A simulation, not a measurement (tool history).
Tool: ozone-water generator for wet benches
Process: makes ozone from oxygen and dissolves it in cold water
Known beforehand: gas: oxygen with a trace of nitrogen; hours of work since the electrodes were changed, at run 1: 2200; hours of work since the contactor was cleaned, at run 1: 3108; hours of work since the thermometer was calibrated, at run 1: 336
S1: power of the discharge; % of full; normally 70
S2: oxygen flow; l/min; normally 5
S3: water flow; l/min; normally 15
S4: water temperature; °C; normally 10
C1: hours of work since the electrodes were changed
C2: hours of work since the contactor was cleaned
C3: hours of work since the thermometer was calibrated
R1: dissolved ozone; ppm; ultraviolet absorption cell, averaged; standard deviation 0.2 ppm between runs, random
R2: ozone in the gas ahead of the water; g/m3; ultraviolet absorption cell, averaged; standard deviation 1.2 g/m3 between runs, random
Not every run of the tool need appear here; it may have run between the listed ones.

| run | hour | S1 | S2 | S3 | S4 | C1 | C2 | C3 | R1 | R2 |
|---|---|---|---|---|---|---|---|---|---|---|
| 1 | 0 | 70 | 5 | 15 | 10 | 2200 | 3108 | 336 | 26.8 | 221.4 |
| 2 | 97 | 70 | 5 | 15 | 10 | 2270 | 3178 | 407 | 26.9 | 217.3 |
| 3 | 139.1 | 70 | 5 | 15 | 10 | 2301 | 3208 | 437 | 27.1 | 219.2 |
| 4 | 224.2 | 70 | 5 | 15 | 10 | 2362 | 3270 | 499 | 26.7 | 216.9 |
| 5 | 328.5 | 70 | 5 | 15 | 10 | 2438 | 3345 | 574 | 26.8 | 218.9 |
| 6 | 395.5 | 70 | 5 | 15 | 10 | 2486 | 3394 | 623 | 26.3 | 216.1 |
| 7 | 460.2 | 70 | 5 | 15 | 10 | 2533 | 3440 | 669 | 26.8 | 220.1 |
| 8 | 507.8 | 70 | 5 | 14 | 10 | 2567 | 3475 | 704 | 28 | 217.9 |
| 9 | 595.1 | 70 | 5 | 15 | 10 | 2630 | 3538 | 767 | 26.6 | 218.5 |
| 10 | 655.1 | 70 | 5 | 15 | 10 | 2674 | 3582 | 810 | 26.6 | 216.9 |
| 11 | 705.5 | 70 | 5 | 15 | 10 | 2710 | 3618 | 847 | 26.1 | 217.1 |
| 12 | 769.3 | 70 | 5 | 15 | 17 | 2756 | 3664 | 893 | 23.9 | 215.5 |
| 13 | 842.1 | 70 | 5 | 15 | 10 | 2809 | 3717 | 946 | 26.3 | 218.3 |
| 14 | 923.1 | 70 | 5 | 15 | 10 | 2868 | 3775 | 1004 | 26.2 | 217.8 |
| 15 | 1006.3 | 70 | 5 | 15 | 10 | 2928 | 3836 | 1064 | 26.4 | 216.9 |
| 16 | 1087.8 | 70 | 5 | 15 | 10 | 2987 | 3895 | 1123 | 26.3 | 214.8 |
| 17 | 1152.7 | 70 | 5 | 15 | 11 | 3034 | 3941 | 1170 | 26 | 218.1 |
| 18 | 1246 | 55 | 5 | 15 | 13 | 3101 | 4009 | 1238 | 21.1 | 179.3 |
| 19 | 1289.4 | 55 | 5 | 15 | 13 | 3133 | 4040 | 1269 | 20.9 | 180.6 |
| 20 | 1361.2 | 55 | 5 | 15 | 13 | 3185 | 4092 | 1321 | 20.8 | 180.6 |
| 21 | 1457.3 | 70 | 7.48 | 15 | 10 | 3254 | 4162 | 1391 | 26.2 | 177.1 |
| 22 | 1525.7 | 70 | 7.48 | 15 | 10 | 3304 | 4211 | 1440 | 26.1 | 175.4 |
| 23 | 1604.5 | 48 | 5 | 21 | 12 | 3361 | 4268 | 1497 | 14.1 | 163.6 |
| 24 | 1695.6 | 63 | 4.26 | 12 | 10 | 3427 | 4334 | 1563 | 29.2 | 216.9 |
| 25 | 1747.4 | 70 | 4.91 | 15 | 11 | 3464 | 4372 | 1601 | 25.8 | 215.9 |
| 26 | 1798.9 | 74 | 7.39 | 21 | 12 | 3501 | 4409 | 1638 | 19.8 | 184 |
| 27 | 1883.6 | 60 | 3.51 | 10 | 17 | 3563 | 4470 | 1699 | 28.4 | 227.3 |
| 28 | 1942.3 | 60 | 3.51 | 10 | 17 | 3605 | 4513 | 1742 | 28.8 | 225.3 |
| 29 | 2033.1 | 70 | 5 | 20 | 13 | 3671 | 4578 | 1807 | 19.1 | 212.8 |
| 30 | 2076 | 84 | 5 | 10 | 6 | 3702 | 4609 | 1838 | 43.7 | 244.4 |
| 31 | 2127.4 | 84 | 5 | 10 | 6 | 3739 | 4647 | 1875 | 43.7 | 245.9 |
| 32 | 2228.1 | 85 | 5 | 15 | 6 | 3812 | 4719 | 1948 | 31.3 | 246.8 |
| 33 | 2273.9 | 85 | 5 | 15 | 6 | 3845 | 4753 | 1981 | 31.6 | 245.6 |
| 34 | 2346.3 | 85 | 5 | 21 | 6 | 3897 | 4805 | 2034 | 22.7 | 246.3 |

Results per run with the tool's hidden condition removed, run-to-run variation unchanged:
Hidden state at play: yield of the discharge, % of new electrodes'; contactor's efficiency, % of a clean one's; true water temperature over the reading, C; drift of the gauge itself on ozone_ppm, %; drift of the gauge itself on gas_g_m3, %.
| run | R1 | R2 |
|---|---|---|
| 1 | 28.7 | 230.9 |
| 2 | 28.8 | 226.9 |
| 3 | 29 | 229 |
| 4 | 28.7 | 226.8 |
| 5 | 28.8 | 229.2 |
| 6 | 28.4 | 226.4 |
| 7 | 28.9 | 230.8 |
| 8 | 30.2 | 228.6 |
| 9 | 28.8 | 229.5 |
| 10 | 28.8 | 228 |
| 11 | 28.3 | 228.4 |
| 12 | 25.9 | 226.9 |
| 13 | 28.6 | 230.1 |
| 14 | 28.4 | 229.8 |
| 15 | 28.8 | 229.1 |
| 16 | 28.6 | 227.1 |
| 17 | 28.3 | 230.8 |
| 18 | 22.8 | 188 |
| 19 | 22.6 | 189.4 |
| 20 | 22.5 | 189.5 |
| 21 | 28.8 | 188 |
| 22 | 28.6 | 186.5 |
| 23 | 15.3 | 171 |
| 24 | 31.9 | 229.9 |
| 25 | 28.4 | 230.1 |
| 26 | 22 | 196.7 |
| 27 | 30.9 | 240.8 |
| 28 | 31.4 | 238.9 |
| 29 | 21.3 | 227.6 |
| 30 | 48.6 | 264.1 |
| 31 | 48.6 | 265.9 |
| 32 | 35.1 | 267.4 |
| 33 | 35.5 | 266.4 |
| 34 | 25.7 | 267.4 |
